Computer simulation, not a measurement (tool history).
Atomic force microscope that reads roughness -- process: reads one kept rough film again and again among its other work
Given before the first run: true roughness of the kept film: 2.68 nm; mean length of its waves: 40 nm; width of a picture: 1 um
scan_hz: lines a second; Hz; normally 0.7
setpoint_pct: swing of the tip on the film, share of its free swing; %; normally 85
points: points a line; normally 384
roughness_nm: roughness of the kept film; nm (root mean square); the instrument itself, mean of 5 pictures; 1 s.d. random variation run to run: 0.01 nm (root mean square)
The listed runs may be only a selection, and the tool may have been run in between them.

run	hour	scan_hz	setpoint_pct	points	roughness_nm
1	0	0.7	85	384	2.399
2	5.8	0.7	85	801	2.428
3	12.7	0.7	85	801	2.419
4	18.7	0.7	85	801	2.422
5	24.1	0.7	85	801	2.424
6	32.9	0.7	85	801	2.409
7	37.5	0.7	64	384	2.46
8	47.6	0.7	64	384	2.453
# hour 49.9: new tip fitted
9	52.6	0.7	85	894	2.426
10	60.2	0.7	85	384	2.405
11	67.9	0.7	85	384	2.419
12	72.1	0.7	85	384	2.404
13	80.7	0.7	85	384	2.404
14	86	0.7	85	384	2.41
15	90.6	0.7	85	384	2.412
16	95.5	0.763	85	789	2.416
17	101.2	0.763	85	789	2.423
18	106.9	0.518	70	593	2.468
19	117	0.787	90	522	2.382
20	121.9	1.393	65	384	2.434
21	130.6	1.311	68	366	2.434
22	138.4	1.311	68	366	2.443
23	145.4	0.723	82	480	2.435
24	151.7	1.272	79	384	2.413
25	159.4	0.541	62	551	2.492
26	165	0.7	89	384	2.399
27	172.8	0.7	89	384	2.417
28	177.8	0.7	89	384	2.387
29	185.4	0.7	69	384	2.482

4 options for the next run, each taken on its own from the tool as it stands now. Forecast them:
A	195.1	1.489	57	280	?
B	195.1	0.7	83	384	?
C	195.1	0.7	61	476	?
D	195.1	0.665	62	351	?

run	roughness_nm
A	2.457
B	2.409
C	2.462
D	2.462
The same runs, with their run-to-run variation unchanged, on a tool lacking any hidden condition would have given:
run	roughness_nm
A	2.462
B	2.413
C	2.467
D	2.467
